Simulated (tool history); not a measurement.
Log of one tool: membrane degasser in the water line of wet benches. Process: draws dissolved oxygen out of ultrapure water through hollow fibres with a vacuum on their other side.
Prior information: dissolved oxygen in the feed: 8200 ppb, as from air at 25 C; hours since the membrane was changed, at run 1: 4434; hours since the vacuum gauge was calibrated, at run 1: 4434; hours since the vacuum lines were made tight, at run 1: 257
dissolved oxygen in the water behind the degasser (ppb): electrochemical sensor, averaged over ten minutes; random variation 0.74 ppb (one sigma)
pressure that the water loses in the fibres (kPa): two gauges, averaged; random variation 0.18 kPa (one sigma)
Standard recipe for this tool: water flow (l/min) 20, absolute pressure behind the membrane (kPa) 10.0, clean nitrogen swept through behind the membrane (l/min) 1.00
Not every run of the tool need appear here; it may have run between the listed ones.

| run | hour | water flow (l/min) | absolute pressure behind the membrane (kPa) | clean nitrogen swept through behind the membrane (l/min) | hours since the membrane was changed | hours since the vacuum gauge was calibrated | hours since the vacuum lines were made tight | dissolved oxygen in the water behind the degasser (ppb) | pressure that the water loses in the fibres (kPa) |
|---|---|---|---|---|---|---|---|---|---|
| 1 | 0.0 | 20 | 10.0 | 1.00 | 4434 | 4434 | 257 | 299.9 | 32.62 |
| 2 | 159.7 | 20 | 10.0 | 1.00 | 4593 | 4593 | 417 | 303.0 | 32.61 |
| 3 | 417.2 | 20 | 10.0 | 1.00 | 4851 | 4851 | 674 | 301.4 | 32.41 |
| 4 | 744.9 | 20 | 10.0 | 1.00 | 5178 | 5178 | 1002 | 302.2 | 33.03 |
|  | 1091.2 | vacuum gauge calibrated |
| 5 | 1091.2 | 20 | 10.0 | 1.00 | 5524 | 0 | 1348 | 304.5 | 32.79 |
| 6 | 1424.3 | 20 | 10.0 | 1.00 | 5857 | 333 | 1681 | 304.4 | 33.21 |
| 7 | 1635.4 | 20 | 10.0 | 1.00 | 6068 | 544 | 1892 | 305.1 | 33.07 |
| 8 | 1817.2 | 20 | 10.0 | 1.00 | 6250 | 726 | 2074 | 307.3 | 33.23 |
| 9 | 2109.8 | 20 | 10.0 | 1.00 | 6543 | 1019 | 2366 | 307.4 | 33.16 |
| 10 | 2291.5 | 20 | 10.0 | 1.00 | 6725 | 1200 | 2548 | 307.9 | 33.27 |
| 11 | 2445.7 | 20 | 10.0 | 1.00 | 6879 | 1354 | 2702 | 306.7 | 33.24 |
| 12 | 2699.2 | 20 | 10.0 | 1.00 | 7132 | 1608 | 2956 | 306.9 | 33.68 |
| 13 | 2982.5 | 12 | 13.1 | 1.00 | 7416 | 1891 | 3239 | 279.6 | 20.05 |
|  | 3212.8 | vacuum gauge calibrated, once more |
| 14 | 3218.3 | 12 | 13.1 | 1.00 | 7651 | 5 | 3474 | 274.1 | 20.12 |
| 15 | 3490.1 | 19 | 13.5 | 1.00 | 7923 | 277 | 3746 | 426.0 | 31.65 |
| 16 | 3762.6 | 15 | 23.5 | 1.00 | 8195 | 550 | 4019 | 657.1 | 24.82 |
| 17 | 3926.0 | 25 | 8.3 | 0.40 | 8359 | 713 | 4182 | 560.4 | 41.77 |
| 18 | 4186.8 | 25 | 8.3 | 0.40 | 8619 | 974 | 4443 | 559.5 | 41.97 |
| 19 | 4488.1 | 25 | 8.3 | 0.40 | 8921 | 1275 | 4744 | 560.3 | 41.65 |
| 20 | 4685.1 | 16 | 7.8 | 2.41 | 9118 | 1472 | 4941 | 76.2 | 27.00 |
| 21 | 4929.3 | 16 | 7.8 | 2.41 | 9362 | 1716 | 5185 | 76.1 | 26.98 |
| 22 | 5145.0 | 20 | 7.1 | 1.32 | 9578 | 1932 | 5401 | 141.4 | 33.54 |
| 23 | 5335.5 | 22 | 7.1 | 0.70 | 9768 | 2123 | 5591 | 262.4 | 37.05 |

Predict each of these 4 candidate next runs independently; none follows another, all start after run 23:
| A | 5681.4 | 15 | 10.0 | 0.60 | 10114 | 2469 | 5937 | ? | ? |
| B | 5681.4 | 15 | 10.0 | 1.00 | 10114 | 2469 | 5937 | ? | ? |
| C | 5681.4 | 22 | 7.1 | 0.59 | 10114 | 2469 | 5937 | ? | ? |
| D | 5681.4 | 21 | 23.5 | 0.46 | 10114 | 2469 | 5937 | ? | ? |

| run | dissolved oxygen in the water behind the degasser (ppb) | pressure that the water loses in the fibres (kPa) |
|---|---|---|
| A | 364.2 | 25.41 |
| B | 235.9 | 25.01 |
| C | 300.5 | 37.01 |
| D | 1547.6 | 35.30 |
Stripped of hidden state, with their random variation kept, the same runs would have yielded:
| run | dissolved oxygen in the water behind the degasser (ppb) | pressure that the water loses in the fibres (kPa) |
|---|---|---|
| A | 355.6 | 24.00 |
| B | 228.6 | 23.61 |
| C | 291.7 | 34.96 |
| D | 1537.7 | 33.34 |

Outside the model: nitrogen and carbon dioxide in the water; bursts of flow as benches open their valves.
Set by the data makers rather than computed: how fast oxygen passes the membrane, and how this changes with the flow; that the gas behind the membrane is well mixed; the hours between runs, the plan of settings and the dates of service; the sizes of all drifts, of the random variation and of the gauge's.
